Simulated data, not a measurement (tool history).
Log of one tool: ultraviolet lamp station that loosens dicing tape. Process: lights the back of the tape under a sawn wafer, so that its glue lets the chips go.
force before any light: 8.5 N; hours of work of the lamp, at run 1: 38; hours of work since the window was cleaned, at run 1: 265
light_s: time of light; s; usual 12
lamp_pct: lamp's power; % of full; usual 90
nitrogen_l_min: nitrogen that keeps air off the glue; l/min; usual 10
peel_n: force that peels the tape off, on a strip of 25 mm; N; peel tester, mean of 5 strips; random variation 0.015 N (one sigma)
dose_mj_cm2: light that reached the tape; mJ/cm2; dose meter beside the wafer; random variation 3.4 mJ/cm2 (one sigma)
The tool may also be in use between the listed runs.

run	hour	light_s	lamp_pct	nitrogen_l_min	hours of work of the lamp	hours of work since the window was cleaned	peel_n	dose_mj_cm2
1	0	12	90	10	38	265	0.914	488
2	68.1	12	90	10	77	305	0.988	463
3	151	7	90	10	125	353	2.413	260
4	211.2	12	90	10	160	387	1.108	438
5	281.4	12	90	10	200	428	1.212	416
6	324	12	90	10	225	452	1.204	405
7	388.9	12	90	10	262	490	1.353	397
# hour 420.1: window cleaned of glue's vapour
8	445.7	20	84	10	295	15	0.343	722
9	486	20	84	10	318	38	0.38	709
10	529.5	10	84	10	343	63	1.614	342
11	574.5	10	84	10	369	89	1.717	341
12	655.5	18	72	3	416	136	1.788	495

Some steps in peel_n between neighbouring runs. How much of each would the tool show without its hidden state too (settings, what came in, random variation), and how much is left for the hidden state, with any gauge scatter that isn't in both results?
The hidden state here: lamp's light, % of a new lamp's; light that the window lets through, % of a clean one's; drift of the gauge itself on peel_n, %; drift of the gauge itself on dose_mj_cm2, %.
Run 2 -> 3: light_s 12 -> 7. peel_n +1.425 N: hidden state +0.281, all else +1.144.
Run 7 -> 8: light_s 12 -> 20, lamp_pct 90 -> 84, window cleaned of glue's vapour. peel_n -1.01 N: hidden state -0.54, all else -0.47.
